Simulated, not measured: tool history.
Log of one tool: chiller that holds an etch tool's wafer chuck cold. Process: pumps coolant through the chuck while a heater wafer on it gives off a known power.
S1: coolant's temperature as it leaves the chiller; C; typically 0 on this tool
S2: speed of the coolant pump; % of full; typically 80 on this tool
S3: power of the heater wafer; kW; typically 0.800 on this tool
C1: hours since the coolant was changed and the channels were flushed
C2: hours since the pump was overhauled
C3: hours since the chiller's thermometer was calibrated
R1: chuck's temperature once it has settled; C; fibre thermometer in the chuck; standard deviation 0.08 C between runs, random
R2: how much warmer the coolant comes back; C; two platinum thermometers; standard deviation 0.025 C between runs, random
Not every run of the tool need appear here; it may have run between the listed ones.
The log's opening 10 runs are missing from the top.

{"run": 11, "hour": 761.9, "S1": 0, "S2": 80, "S3": 0.8, "C1": 9645, "C2": 4322, "C3": 2044, "R1": 9.57, "R2": 3.24}
{"run": 12, "hour": 861.0, "S1": 0, "S2": 80, "S3": 0.8, "C1": 9744, "C2": 4421, "C3": 2143, "R1": 9.59, "R2": 3.25}
{"run": 13, "hour": 957.0, "S1": 0, "S2": 80, "S3": 0.8, "C1": 9840, "C2": 4517, "C3": 2239, "R1": 9.48, "R2": 3.26}
{"run": 14, "hour": 1057.4, "S1": 0, "S2": 80, "S3": 0.8, "C1": 9940, "C2": 4617, "C3": 2340, "R1": 9.52, "R2": 3.27}
{"hour": 1106.4, "done": "coolant changed, channels flushed"}
{"run": 15, "hour": 1174.1, "S1": 0, "S2": 80, "S3": 0.8, "C1": 68, "C2": 4728, "C3": 2451, "R1": 9.55, "R2": 3.24}
{"run": 16, "hour": 1263.0, "S1": 0, "S2": 80, "S3": 0.8, "C1": 157, "C2": 4817, "C3": 2539, "R1": 9.59, "R2": 3.2}
{"run": 17, "hour": 1352.4, "S1": 0, "S2": 80, "S3": 0.8, "C1": 246, "C2": 4906, "C3": 2629, "R1": 9.63, "R2": 3.25}
{"run": 18, "hour": 1448.6, "S1": 0, "S2": 80, "S3": 0.8, "C1": 342, "C2": 5003, "C3": 2725, "R1": 9.57, "R2": 3.26}
{"run": 19, "hour": 1539.7, "S1": 0, "S2": 80, "S3": 0.8, "C1": 433, "C2": 5094, "C3": 2816, "R1": 9.35, "R2": 3.25}
{"run": 20, "hour": 1620.1, "S1": -7, "S2": 80, "S3": 0.77, "C1": 514, "C2": 5174, "C3": 2897, "R1": 2.25, "R2": 3.17}
{"run": 21, "hour": 1721.8, "S1": 0, "S2": 72, "S3": 0.8, "C1": 615, "C2": 5276, "C3": 2998, "R1": 10.61, "R2": 3.63}
{"run": 22, "hour": 1770.1, "S1": 0, "S2": 72, "S3": 0.8, "C1": 664, "C2": 5324, "C3": 3047, "R1": 10.53, "R2": 3.66}
{"run": 23, "hour": 1872.5, "S1": 9, "S2": 77, "S3": 0.458, "C1": 766, "C2": 5427, "C3": 3149, "R1": 14.55, "R2": 1.88}
{"run": 24, "hour": 1979.1, "S1": -7, "S2": 77, "S3": 0.458, "C1": 873, "C2": 5533, "C3": 3256, "R1": -1.35, "R2": 1.95}
{"run": 25, "hour": 2029.3, "S1": 3, "S2": 91, "S3": 1.026, "C1": 923, "C2": 5583, "C3": 3306, "R1": 13.81, "R2": 3.66}
{"run": 26, "hour": 2133.4, "S1": 3, "S2": 91, "S3": 1.026, "C1": 1027, "C2": 5688, "C3": 3410, "R1": 13.72, "R2": 3.63}
{"run": 27, "hour": 2203.2, "S1": 5, "S2": 65, "S3": 0.8, "C1": 1097, "C2": 5757, "C3": 3480, "R1": 16.71, "R2": 4.1}
{"run": 28, "hour": 2307.9, "S1": 7, "S2": 61, "S3": 0.455, "C1": 1201, "C2": 5862, "C3": 3584, "R1": 13.91, "R2": 2.43}
{"run": 29, "hour": 2383.8, "S1": 1, "S2": 94, "S3": 0.486, "C1": 1277, "C2": 5938, "C3": 3660, "R1": 6.02, "R2": 1.66}
{"run": 30, "hour": 2469.6, "S1": 1, "S2": 94, "S3": 0.486, "C1": 1363, "C2": 6024, "C3": 3746, "R1": 5.95, "R2": 1.65}
{"run": 31, "hour": 2538.9, "S1": -7, "S2": 64, "S3": 0.498, "C1": 1433, "C2": 6093, "C3": 3815, "R1": 0.31, "R2": 2.52}
{"run": 32, "hour": 2629.4, "S1": 1, "S2": 77, "S3": 0.565, "C1": 1523, "C2": 6183, "C3": 3906, "R1": 7.97, "R2": 2.39}

Here are 4 independent what-if runs from the current tool condition. What would each one return?
{"run": "A", "hour": 2726.2, "S1": 9, "S2": 80, "S3": 0.471, "C1": 1620, "C2": 6280, "C3": 4003, "R1": "?", "R2": "?"}
{"run": "B", "hour": 2726.2, "S1": 8, "S2": 80, "S3": 0.785, "C1": 1620, "C2": 6280, "C3": 4003, "R1": "?", "R2": "?"}
{"run": "C", "hour": 2726.2, "S1": -3, "S2": 78, "S3": 0.813, "C1": 1620, "C2": 6280, "C3": 4003, "R1": "?", "R2": "?"}
{"run": "D", "hour": 2726.2, "S1": 0, "S2": 86, "S3": 0.429, "C1": 1620, "C2": 6280, "C3": 4003, "R1": "?", "R2": "?"}

run=A R1=14.60 R2=1.93
run=B R1=17.40 R2=3.18
run=C R1=6.94 R2=3.38
run=D R1=4.91 R2=1.61
Stripped of hidden state, with their random variation kept, the same runs would have yielded:
run=A R1=14.60 R2=1.93
run=B R1=17.40 R2=3.18
run=C R1=6.94 R2=3.38
run=D R1=4.91 R2=1.61
